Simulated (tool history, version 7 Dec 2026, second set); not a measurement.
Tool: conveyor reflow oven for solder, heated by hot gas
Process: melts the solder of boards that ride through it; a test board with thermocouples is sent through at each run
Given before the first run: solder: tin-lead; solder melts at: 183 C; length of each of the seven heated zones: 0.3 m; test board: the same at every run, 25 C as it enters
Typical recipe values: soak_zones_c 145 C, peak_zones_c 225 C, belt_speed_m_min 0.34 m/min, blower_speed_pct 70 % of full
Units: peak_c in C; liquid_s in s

{"run": 1, "hour": 0.0, "soak_zones_c": 145, "peak_zones_c": 225, "belt_speed_m_min": 0.34, "blower_speed_pct": 70, "peak_c": 209.4, "liquid_s": 73.9}
{"run": 2, "hour": 35.9, "soak_zones_c": 145, "peak_zones_c": 225, "belt_speed_m_min": 0.34, "blower_speed_pct": 62, "peak_c": 206.9, "liquid_s": 68.9}
{"run": 3, "hour": 76.2, "soak_zones_c": 145, "peak_zones_c": 225, "belt_speed_m_min": 0.34, "blower_speed_pct": 73, "peak_c": 209.5, "liquid_s": 75.1}
{"run": 4, "hour": 97.4, "soak_zones_c": 145, "peak_zones_c": 225, "belt_speed_m_min": 0.34, "blower_speed_pct": 73, "peak_c": 209.6, "liquid_s": 74.6}
{"hour": 112.7, "done": "flux residue cleaned out of gas plates and filters"}
{"run": 5, "hour": 137.0, "soak_zones_c": 145, "peak_zones_c": 225, "belt_speed_m_min": 0.34, "blower_speed_pct": 73, "peak_c": 210.9, "liquid_s": 76.9}
{"run": 6, "hour": 180.4, "soak_zones_c": 145, "peak_zones_c": 225, "belt_speed_m_min": 0.34, "blower_speed_pct": 73, "peak_c": 210.6, "liquid_s": 76.7}
{"run": 7, "hour": 219.2, "soak_zones_c": 145, "peak_zones_c": 231, "belt_speed_m_min": 0.34, "blower_speed_pct": 73, "peak_c": 215.9, "liquid_s": 82.3}
{"run": 8, "hour": 265.5, "soak_zones_c": 145, "peak_zones_c": 223, "belt_speed_m_min": 0.34, "blower_speed_pct": 70, "peak_c": 207.7, "liquid_s": 72.3}
{"run": 9, "hour": 294.6, "soak_zones_c": 145, "peak_zones_c": 223, "belt_speed_m_min": 0.34, "blower_speed_pct": 70, "peak_c": 207.5, "liquid_s": 71.8}
{"run": 10, "hour": 334.7, "soak_zones_c": 145, "peak_zones_c": 223, "belt_speed_m_min": 0.34, "blower_speed_pct": 70, "peak_c": 207.5, "liquid_s": 71.9}
{"hour": 373.4, "done": "flux residue cleaned out of gas plates and filters"}
{"run": 11, "hour": 374.8, "soak_zones_c": 145, "peak_zones_c": 223, "belt_speed_m_min": 0.34, "blower_speed_pct": 70, "peak_c": 208.6, "liquid_s": 74.5}
{"run": 12, "hour": 410.8, "soak_zones_c": 145, "peak_zones_c": 223, "belt_speed_m_min": 0.34, "blower_speed_pct": 70, "peak_c": 208.4, "liquid_s": 73.4}
{"run": 13, "hour": 440.1, "soak_zones_c": 145, "peak_zones_c": 223, "belt_speed_m_min": 0.34, "blower_speed_pct": 70, "peak_c": 208.2, "liquid_s": 73}
{"run": 14, "hour": 470.7, "soak_zones_c": 145, "peak_zones_c": 225, "belt_speed_m_min": 0.34, "blower_speed_pct": 70, "peak_c": 209.8, "liquid_s": 75.3}
{"run": 15, "hour": 508.5, "soak_zones_c": 145, "peak_zones_c": 225, "belt_speed_m_min": 0.34, "blower_speed_pct": 70, "peak_c": 209.4, "liquid_s": 75.1}
{"hour": 516.2, "done": "belt drive overhauled, speed set with a stopwatch"}
{"run": 16, "hour": 558.0, "soak_zones_c": 149, "peak_zones_c": 224, "belt_speed_m_min": 0.34, "blower_speed_pct": 80, "peak_c": 211.7, "liquid_s": 82}
{"hour": 587.5, "done": "belt drive overhauled, speed set with a stopwatch, once more"}
{"run": 17, "hour": 587.5, "soak_zones_c": 130, "peak_zones_c": 225, "belt_speed_m_min": 0.34, "blower_speed_pct": 70, "peak_c": 205.8, "liquid_s": 59.9}
{"run": 18, "hour": 617.0, "soak_zones_c": 142, "peak_zones_c": 228, "belt_speed_m_min": 0.34, "blower_speed_pct": 70, "peak_c": 210.2, "liquid_s": 72.2}
{"hour": 642.4, "done": "flux residue cleaned out of gas plates and filters"}
{"run": 19, "hour": 647.0, "soak_zones_c": 134, "peak_zones_c": 225, "belt_speed_m_min": 0.289, "blower_speed_pct": 70, "peak_c": 212, "liquid_s": 86.3}
{"run": 20, "hour": 668.3, "soak_zones_c": 138, "peak_zones_c": 225, "belt_speed_m_min": 0.34, "blower_speed_pct": 60, "peak_c": 204.7, "liquid_s": 61}
{"run": 21, "hour": 695.9, "soak_zones_c": 138, "peak_zones_c": 225, "belt_speed_m_min": 0.34, "blower_speed_pct": 60, "peak_c": 204.6, "liquid_s": 61.3}
{"run": 22, "hour": 723.6, "soak_zones_c": 145, "peak_zones_c": 230, "belt_speed_m_min": 0.34, "blower_speed_pct": 70, "peak_c": 213.2, "liquid_s": 78.1}
{"hour": 754.2, "done": "thermocouples of zones 6 and 7 changed"}
{"run": 23, "hour": 772.5, "soak_zones_c": 145, "peak_zones_c": 230, "belt_speed_m_min": 0.34, "blower_speed_pct": 70, "peak_c": 213.9, "liquid_s": 79}
{"run": 24, "hour": 796.1, "soak_zones_c": 145, "peak_zones_c": 225, "belt_speed_m_min": 0.363, "blower_speed_pct": 87, "peak_c": 211.9, "liquid_s": 72.5}
{"run": 25, "hour": 836.6, "soak_zones_c": 153, "peak_zones_c": 225, "belt_speed_m_min": 0.34, "blower_speed_pct": 61, "peak_c": 208.1, "liquid_s": 75.6}
{"run": 26, "hour": 870.1, "soak_zones_c": 153, "peak_zones_c": 225, "belt_speed_m_min": 0.34, "blower_speed_pct": 61, "peak_c": 208.2, "liquid_s": 74.9}
{"hour": 906.1, "done": "flux residue cleaned out of gas plates and filters"}
{"run": 27, "hour": 906.1, "soak_zones_c": 153, "peak_zones_c": 225, "belt_speed_m_min": 0.34, "blower_speed_pct": 61, "peak_c": 209.4, "liquid_s": 77.6}
{"run": 28, "hour": 926.2, "soak_zones_c": 151, "peak_zones_c": 217, "belt_speed_m_min": 0.34, "blower_speed_pct": 76, "peak_c": 206, "liquid_s": 74.4}
{"run": 29, "hour": 972.8, "soak_zones_c": 145, "peak_zones_c": 225, "belt_speed_m_min": 0.276, "blower_speed_pct": 85, "peak_c": 218.1, "liquid_s": 107.1}

Hidden state or all else? Some run-to-run changes of peak_c, split into what the settings, what came in and random variation would give without the hidden state, and what is left for the hidden state (with any gauge scatter that isn't in both results):
Unlogged tool condition in this case: heat that the gas passes to the board, % of a clean oven's; belt's true speed, % of the reading; true gas temperature in zones 6 and 7 over the reading, C; drift of the gauge itself on peak_c, C; drift of the gauge itself on liquid_s, %.
Run 4 -> 5: flux residue cleaned out of gas plates and filters. peak_c +1.3 C: hidden state +1.5, all else -0.2.
Run 18 -> 19: soak_zones_c 142 -> 134, peak_zones_c 228 -> 225, belt_speed_m_min 0.34 -> 0.289, flux residue cleaned out of gas plates and filters. peak_c +1.8 C: hidden state +1.4, all else +0.4.
Run 21 -> 22: soak_zones_c 138 -> 145, peak_zones_c 225 -> 230, blower_speed_pct 60 -> 70. peak_c +8.6 C: hidden state -0.2, all else +8.8.
Run 28 -> 29: soak_zones_c 151 -> 145, peak_zones_c 217 -> 225, belt_speed_m_min 0.34 -> 0.276, blower_speed_pct 76 -> 85. peak_c +12.1 C: hidden state -0.2, all else +12.3.
